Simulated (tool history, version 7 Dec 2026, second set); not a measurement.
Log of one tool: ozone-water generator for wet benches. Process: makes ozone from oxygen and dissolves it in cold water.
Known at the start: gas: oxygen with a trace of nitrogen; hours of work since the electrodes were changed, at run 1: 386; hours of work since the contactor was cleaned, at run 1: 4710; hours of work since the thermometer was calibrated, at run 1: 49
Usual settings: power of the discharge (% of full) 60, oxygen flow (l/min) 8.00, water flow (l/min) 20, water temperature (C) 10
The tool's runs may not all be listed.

run    hour  power of the discharge (% of full)  oxygen flow (l/min)  water flow (l/min)  water temperature (C)  hours of work since the electrodes were changed  hours of work since the contactor was cleaned  hours of work since the thermometer was calibrated  dissolved ozone (ppm)  ozone in the gas ahead of the water (g/m3)
  1     0.0                                  60                 8.00                  20                     10                                              386                                           4710                                                  49                   23.2                                       171.4
  2    47.0                                  60                 8.00                  20                     10                                              426                                           4750                                                  89                   23.1                                       170.6
  3    88.2                                  93                 8.00                  20                     10                                              462                                           4785                                                 124                   32.2                                       236.4
  4   109.6                                  93                 8.00                  20                     10                                              480                                           4803                                                 142                   31.9                                       233.7
  5   155.1                                  93                 8.00                  23                     10                                              519                                           4842                                                 181                   28.4                                       237.7
  6   175.3                                  60                 8.00                  20                     10                                              536                                           4859                                                 198                   23.1                                       171.4
  7   213.3                                  60                 8.00                  20                     10                                              568                                           4891                                                 231                   23.6                                       172.0
  8   241.9                                  60                 8.00                  20                     10                                              592                                           4916                                                 255                   23.4                                       170.3
  9   285.9                                  60                 8.00                  20                     10                                              630                                           4953                                                 292                   23.3                                       170.8
 10   323.8                                  60                 8.00                  20                     10                                              662                                           4986                                                 325                   23.2                                       170.1
 11   367.3                                  60                 8.00                  20                     10                                              699                                           5023                                                 362                   23.1                                       171.6
 12   389.4                                  60                 8.00                  20                     10                                              718                                           5041                                                 381                   22.8                                       171.3
 13   431.7                                  60                 8.00                  15                     10                                              754                                           5077                                                 417                   28.6                                       171.9
 14   457.3                                  60                 8.00                  15                     10                                              776                                           5099                                                 438                   29.0                                       169.9
 15   506.5                                  60                 8.00                  15                     10                                              818                                           5141                                                 480                   28.8                                       169.7
 16   532.3                                  60                 8.00                  17                     10                                              840                                           5163                                                 502                   26.1                                       170.2
 17   568.0                                  60                 8.00                  17                     10                                              870                                           5194                                                 533                   26.0                                       169.2
 18   609.1                                  89                 6.37                  15                     10                                              905                                           5229                                                 568                   39.5                                       264.6
 19   654.4                                  89                 6.37                  15                     10                                              944                                           5267                                                 606                   39.3                                       257.9
 20   680.3                                  58                 5.06                  26                     10                                              966                                           5289                                                 628                   17.8                                       217.4
 21   714.5                                  60                11.61                  13                     12                                              995                                           5318                                                 657                   27.8                                       138.6
 22   747.3                                  60                11.61                  13                     12                                             1023                                           5346                                                 685                   27.8                                       138.5
 23   772.3                                  60                11.61                  13                     12                                             1044                                           5368                                                 707                   28.1                                       136.9
 24   796.8                                  57                11.61                  19                      7                                             1065                                           5388                                                 727                   23.5                                       133.3
 25   818.8                                  41                 4.47                  27                      9                                             1084                                           5407                                                 746                   13.3                                       179.8
 26   851.5                                  41                 4.47                  27                     11                                             1112                                           5435                                                 774                   12.9                                       181.5
 27   879.2                                  41                 4.47                  27                     11                                             1135                                           5459                                                 798                   13.2                                       183.8
 28   920.6                                  41                 4.47                  27                     11                                             1170                                           5494                                                 833                   13.0                                       182.1
 29   960.0                                  97                 6.88                  28                     10                                             1204                                           5527                                                 866                   24.8                                       264.5
 30  1006.3                                  97                 6.88                  22                      8                                             1243                                           5567                                                 906                   32.1                                       267.5
 31  1039.4                                  97                 6.88                  22                      8                                             1272                                           5595                                                 934                   31.6                                       265.1
 32  1066.7                                  91                 6.88                  12                      8                                             1295                                           5618                                                 957                   48.5                                       250.6

4 ways to go on from here, each from the tool as it stands after run 32. What would each give?
  A  1104.1                                  56                 7.76                  13                     10                                             1327                                           5650                                                 989                      ?                                           ?
  B  1104.1                                  51                12.75                  30                      8                                             1327                                           5650                                                 989                      ?                                           ?
  C  1104.1                                  91                 6.88                  12                      6                                             1327                                           5650                                                 989                      ?                                           ?
  D  1104.1                                  54                 4.98                  26                     10                                             1327                                           5650                                                 989                      ?                                           ?

run  dissolved ozone (ppm)  ozone in the gas ahead of the water (g/m3)
  A                   30.1                                       165.3
  B                   14.7                                       115.0
  C                   50.1                                       254.9
  D                   16.8                                       209.0
Without the tool's hidden state the same runs would have given:
run  dissolved ozone (ppm)  ozone in the gas ahead of the water (g/m3)
  A                   30.1                                       165.4
  B                   14.7                                       115.0
  C                   50.2                                       255.0
  D                   16.8                                       209.1

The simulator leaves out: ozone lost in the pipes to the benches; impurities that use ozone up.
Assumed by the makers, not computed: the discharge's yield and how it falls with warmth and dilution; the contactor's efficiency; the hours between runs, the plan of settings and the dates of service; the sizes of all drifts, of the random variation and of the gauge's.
